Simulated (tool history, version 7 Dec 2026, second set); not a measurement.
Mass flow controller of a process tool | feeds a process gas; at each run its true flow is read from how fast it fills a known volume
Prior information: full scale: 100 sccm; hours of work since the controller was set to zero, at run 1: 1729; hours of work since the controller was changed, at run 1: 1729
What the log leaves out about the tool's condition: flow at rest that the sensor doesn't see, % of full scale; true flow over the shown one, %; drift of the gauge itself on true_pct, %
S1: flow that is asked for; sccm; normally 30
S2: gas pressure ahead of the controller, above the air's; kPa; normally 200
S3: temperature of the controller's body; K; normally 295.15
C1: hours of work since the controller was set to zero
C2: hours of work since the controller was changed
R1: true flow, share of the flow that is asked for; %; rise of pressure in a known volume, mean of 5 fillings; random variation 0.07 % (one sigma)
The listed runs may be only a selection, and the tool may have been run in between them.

Run 1, hour 0: usual settings; C1 1729; C2 1729. Result: R1 100.45 %.
Run 2, hour 52.4: usual settings; C1 1770; C2 1770. Result: R1 100.58 %.
Run 3, hour 93.4: usual settings but S2 217 kPa; C1 1803; C2 1803. Result: R1 100.64 %.
Run 4, hour 160: usual settings but S2 217 kPa; C1 1855; C2 1855. Result: R1 100.58 %.
Run 5, hour 201.6: usual settings but S3 303.15 K; C1 1888; C2 1888. Result: R1 99.75 %.
Run 6, hour 267.4: usual settings but S3 303.15 K; C1 1940; C2 1940. Result: R1 99.84 %.
Run 7, hour 318.3: usual settings but S3 303.15 K; C1 1980; C2 1980. Result: R1 99.7 %.
Run 8, hour 402.5: usual settings but S1 39 sccm, S2 225 kPa, S3 306.15 K; C1 2046; C2 2046. Result: R1 99.16 %.
Run 9, hour 454.3: usual settings but S1 39 sccm, S2 198 kPa, S3 294.15 K; C1 2087; C2 2087. Result: R1 100.62 %.
Run 10, hour 528.6: usual settings but S1 39 sccm, S2 198 kPa, S3 294.15 K; C1 2145; C2 2145. Result: R1 100.75 %.
At hour 537.4: controller's zero set anew.
Run 11, hour 612.1: usual settings but S3 294.15 K; C1 59; C2 2211. Result: R1 101.83 %.
Run 12, hour 684.6: usual settings but S1 77 sccm, S2 276 kPa, S3 298.15 K; C1 116; C2 2268. Result: R1 100.21 %.
Run 13, hour 772: usual settings but S1 77 sccm, S2 276 kPa; C1 185; C2 2337. Result: R1 100.54 %.
Run 14, hour 829: usual settings but S2 201 kPa, S3 293.15 K; C1 230; C2 2381. Result: R1 102.04 %.

Predict each of these 3 candidate next runs independently; none follows another, all start after run 14:
At hour 860.5: controller's zero set anew, once more.
Run A, hour 896.4: usual settings but S1 24 sccm, S2 245 kPa, S3 294.15 K; C1 28; C2 2434. Result: R1 ?.
At hour 860.5: controller's zero set anew, once more.
Run B, hour 896.4: usual settings but S2 201 kPa, S3 302.15 K; C1 28; C2 2434. Result: R1 ?.
At hour 860.5: controller's zero set anew, once more.
Run C, hour 896.4: usual settings but S3 299.15 K; C1 28; C2 2434. Result: R1 ?.

run     R1
  A  98.51
  B  97.88
  C  98.24
Without the tool's hidden state the same runs would have given:
run     R1
  A  98.78
  B  98.18
  C  98.54

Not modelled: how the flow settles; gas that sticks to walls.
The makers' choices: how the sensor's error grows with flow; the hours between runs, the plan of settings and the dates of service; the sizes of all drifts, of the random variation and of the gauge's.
